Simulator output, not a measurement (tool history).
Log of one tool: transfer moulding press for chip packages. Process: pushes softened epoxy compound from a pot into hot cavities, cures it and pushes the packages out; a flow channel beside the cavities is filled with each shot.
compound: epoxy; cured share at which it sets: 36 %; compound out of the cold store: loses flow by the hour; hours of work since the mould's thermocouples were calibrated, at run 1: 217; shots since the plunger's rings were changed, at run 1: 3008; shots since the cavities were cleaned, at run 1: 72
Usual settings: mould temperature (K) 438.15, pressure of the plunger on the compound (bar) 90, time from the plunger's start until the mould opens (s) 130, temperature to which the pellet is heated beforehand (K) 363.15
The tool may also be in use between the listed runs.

run,hour,mould temperature (K),pressure of the plunger on the compound (bar),time from the plunger's start until the mould opens (s),temperature to which the pellet is heated beforehand (K),hours of work since the mould's thermocouples were calibrated,shots since the plunger's rings were changed,shots since the cavities were cleaned,incoming compound's hours out of the cold store,length that the compound runs in the flow channel (mm),greatest force on the pins that push the packages out (N)
1,0,438.15,90,130,363.15,217,3008,72,33.5,724,442
2,11.4,438.15,90,130,363.15,224,3130,194,40.3,710,424
3,19.8,438.15,90,130,363.15,230,3220,284,16.5,773,471
4,25.4,438.15,71.7,130,363.15,234,3279,343,29.3,671,439
5,30.1,438.15,90,139,363.15,238,3329,393,22.5,763,434
6,35.5,438.15,90,130,363.15,241,3387,451,38.5,714,443
7,40.9,438.15,90,130,363.15,245,3444,508,19.9,762,458
8,50,438.15,90,130,363.15,252,3541,605,17.9,781,441
# hour 54.2: cavities cleaned with cleaning compound and waxed
9,57.9,438.15,90,130,363.15,256,3609,40,42.4,704,424
10,65.7,438.15,90,130,363.15,262,3692,123,17.5,777,432
11,75.3,438.15,82.6,130,363.15,268,3795,226,42.4,670,437
12,84,438.15,90,130,363.15,274,3888,319,39.3,719,441
13,89.7,438.15,90,130,363.15,278,3948,379,42.6,694,434
14,99.2,438.15,90,130,363.15,285,4049,480,11.3,796,433

The next listed run, before its measurement:
15,105.3,438.15,90,130,363.15,289,4113,544,32.8,?,?

{"run 15": {"length that the compound runs in the flow channel (mm)": 725, "greatest force on the pins that push the packages out (N)": 429}}
Without the tool's hidden state the same run would have given length that the compound runs in the flow channel (mm) 726, greatest force on the pins that push the packages out (N) 422.

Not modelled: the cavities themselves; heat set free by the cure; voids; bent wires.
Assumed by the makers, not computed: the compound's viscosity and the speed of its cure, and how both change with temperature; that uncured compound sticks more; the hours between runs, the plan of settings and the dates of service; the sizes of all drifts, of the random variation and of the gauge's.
